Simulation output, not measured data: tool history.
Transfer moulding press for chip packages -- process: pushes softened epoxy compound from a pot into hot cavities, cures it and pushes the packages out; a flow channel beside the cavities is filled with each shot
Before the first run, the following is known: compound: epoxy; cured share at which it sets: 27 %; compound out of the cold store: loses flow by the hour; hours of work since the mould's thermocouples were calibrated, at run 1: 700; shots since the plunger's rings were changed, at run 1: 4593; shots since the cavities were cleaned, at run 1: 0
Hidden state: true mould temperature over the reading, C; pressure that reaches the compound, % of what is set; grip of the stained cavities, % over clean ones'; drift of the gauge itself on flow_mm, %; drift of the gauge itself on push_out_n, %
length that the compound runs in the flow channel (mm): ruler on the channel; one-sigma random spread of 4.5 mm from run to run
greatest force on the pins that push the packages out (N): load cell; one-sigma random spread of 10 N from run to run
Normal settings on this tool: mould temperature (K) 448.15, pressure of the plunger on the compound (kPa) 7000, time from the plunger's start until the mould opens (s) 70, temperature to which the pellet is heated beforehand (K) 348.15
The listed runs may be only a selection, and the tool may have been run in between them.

run    hour  mould temperature (K)  pressure of the plunger on the compound (kPa)  time from the plunger's start until the mould opens (s)  temperature to which the pellet is heated beforehand (K)  hours of work since the mould's thermocouples were calibrated  shots since the plunger's rings were changed  shots since the cavities were cleaned  incoming compound's hours out of the cold store  length that the compound runs in the flow channel (mm)  greatest force on the pins that push the packages out (N)
  1       0                 448.15                                           7000                                                       70                                                    348.15                                                            700                                          4593                                      0                                             15.9                                                     793                                                        500
       48.1  -- plunger's sealing rings changed
       49.6  -- cavities cleaned with cleaning compound and waxed
  2    49.6                 448.15                                           7000                                                       70                                                    348.15                                                            721                                             0                                      0                                             19.4                                                     777                                                        472
       96.1  -- cavities cleaned with cleaning compound and waxed
  3   115.5                 448.15                                           7000                                                       70                                                    348.15                                                            750                                           653                                    197                                             12.7                                                     807                                                        512
      130.6  -- mould's thermocouples calibrated
        143  -- cavities cleaned with cleaning compound and waxed
      189.5  -- cavities cleaned with cleaning compound and waxed
  4   192.3                 448.15                                           7000                                                       70                                                    348.15                                                             26                                          1382                                     29                                             27.4                                                     736                                                        491
      234.8  -- cavities cleaned with cleaning compound and waxed
  5   257.9                 448.15                                           7000                                                       63                                                    348.15                                                             55                                          2032                                    234                                             47.1                                                     637                                                        555
      279.2  -- cavities cleaned with cleaning compound and waxed
  6   314.9                 448.15                                           7000                                                      106                                                    348.15                                                             80                                          2596                                    363                                             20.5                                                     760                                                        377
      323.5  -- cavities cleaned with cleaning compound and waxed
      368.9  -- cavities cleaned with cleaning compound and waxed
  7     383                 448.15                                           7000                                                       70                                                    348.15                                                            109                                          3257                                    143                                             37.2                                                     683                                                        486
      413.1  -- cavities cleaned with cleaning compound and waxed
  8   450.9                 448.15                                           7000                                                       70                                                    348.15                                                            139                                          3931                                    383                                             22.3                                                     740                                                        478
        463  -- cavities cleaned with cleaning compound and waxed
      515.2  -- cavities cleaned with cleaning compound and waxed
  9   521.2                 448.15                                           7000                                                       70                                                    348.15                                                            169                                          4615                                     61                                             17.2                                                     772                                                        490
      563.3  -- plunger's sealing rings changed
      564.8  -- cavities cleaned with cleaning compound and waxed
 10   592.2                 448.15                                           7000                                                       70                                                    348.15                                                            199                                           278                                    278                                             17.9                                                     783                                                        504
      613.7  -- cavities cleaned with cleaning compound and waxed
      661.4  -- cavities cleaned with cleaning compound and waxed
 11   672.2                 448.15                                           7000                                                       70                                                    348.15                                                            234                                          1060                                    110                                             22.5                                                     753                                                        498
      706.2  -- cavities cleaned with cleaning compound and waxed
 12   746.5                 448.15                                           7000                                                       87                                                    347.15                                                            267                                          1799                                    409                                              9.1                                                     830                                                        391
      754.4  -- cavities cleaned with cleaning compound and waxed
      802.3  -- cavities cleaned with cleaning compound and waxed
 13   832.8                 448.15                                           7000                                                       87                                                    347.15                                                            304                                          2645                                    310                                             37.2                                                     678                                                        387
      849.7  -- cavities cleaned with cleaning compound and waxed
      894.4  -- cavities cleaned with cleaning compound and waxed
 14   902.4                 448.15                                           7000                                                       87                                                    347.15                                                            334                                          3321                                     81                                             38.2                                                     668                                                        392
      943.2  -- cavities cleaned with cleaning compound and waxed
 15     965                 445.15                                           6330                                                       67                                                    350.15                                                            362                                          3941                                    222                                             36.2                                                     666                                                        601
      989.4  -- cavities cleaned with cleaning compound and waxed
     1034.1  -- cavities cleaned with cleaning compound and waxed
 16  1042.7                 445.15                                           6330                                                       56                                                    350.15                                                            395                                          4699                                     87                                             34.4                                                     657                                                        932
     1078.3  -- plunger's sealing rings changed
     1085.1  -- cavities cleaned with cleaning compound and waxed
     1130.9  -- cavities cleaned with cleaning compound and waxed
 17  1130.9                 452.15                                           6000                                                       60                                                    348.15                                                            432                                           503                                      0                                             25.6                                                     674                                                        520
     1175.7  -- cavities cleaned with cleaning compound and waxed
 18  1212.6                 454.15                                           8420                                                       70                                                    348.15                                                            468                                          1318                                    375                                             33.6                                                     744                                                        393
     1220.1  -- cavities cleaned with cleaning compound and waxed
     1269.5  -- cavities cleaned with cleaning compound and waxed
 19  1269.5                 442.15                                           8420                                                       56                                                    348.15                                                            492                                          1865                                      0                                             20.5                                                     860                                                       1166
     1315.6  -- cavities cleaned with cleaning compound and waxed
 20  1328.7                 447.15                                           7000                                                       70                                                    348.15                                                            518                                          2450                                    133                                             27.7                                                     725                                                        520
     1360.4  -- cavities cleaned with cleaning compound and waxed
 21  1367.5                 446.15                                           7000                                                       70                                                    340.15                                                            535                                          2829                                     72                                               47                                                     636                                                        506
     1409.3  -- cavities cleaned with cleaning compound and waxed
 22  1440.5                 445.15                                           7000                                                      104                                                    341.15                                                            567                                          3555                                    316                                             17.4                                                     787                                                        379

Below are 4 alternative next runs, each starting from the tool's condition after run 22. Predict each:
     1459.1  -- cavities cleaned with cleaning compound and waxed
  A  1493.7                 441.15                                           7170                                                      104                                                    341.15                                                            590                                          4080                                    351                                             41.8                                                       ?                                                          ?
     1459.1  -- cavities cleaned with cleaning compound and waxed
  B  1493.7                 446.15                                           7160                                                       70                                                    356.15                                                            590                                          4080                                    351                                             37.6                                                       ?                                                          ?
     1459.1  -- cavities cleaned with cleaning compound and waxed
  C  1493.7                 445.15                                           7000                                                      101                                                    341.15                                                            590                                          4080                                    351                                             15.3                                                       ?                                                          ?
     1459.1  -- cavities cleaned with cleaning compound and waxed
  D  1493.7                 448.15                                           7000                                                       65                                                    356.15                                                            590                                          4080                                    351                                             23.8                                                       ?                                                          ?

run  length that the compound runs in the flow channel (mm)  greatest force on the pins that push the packages out (N)
  A                                                     678                                                        395
  B                                                     679                                                        526
  C                                                     795                                                        372
  D                                                     748                                                        542
With the hidden condition removed and each run's random variation left untouched, the same runs would have given:
run  length that the compound runs in the flow channel (mm)  greatest force on the pins that push the packages out (N)
  A                                                     679                                                        390
  B                                                     680                                                        520
  C                                                     796                                                        367
  D                                                     749                                                        536
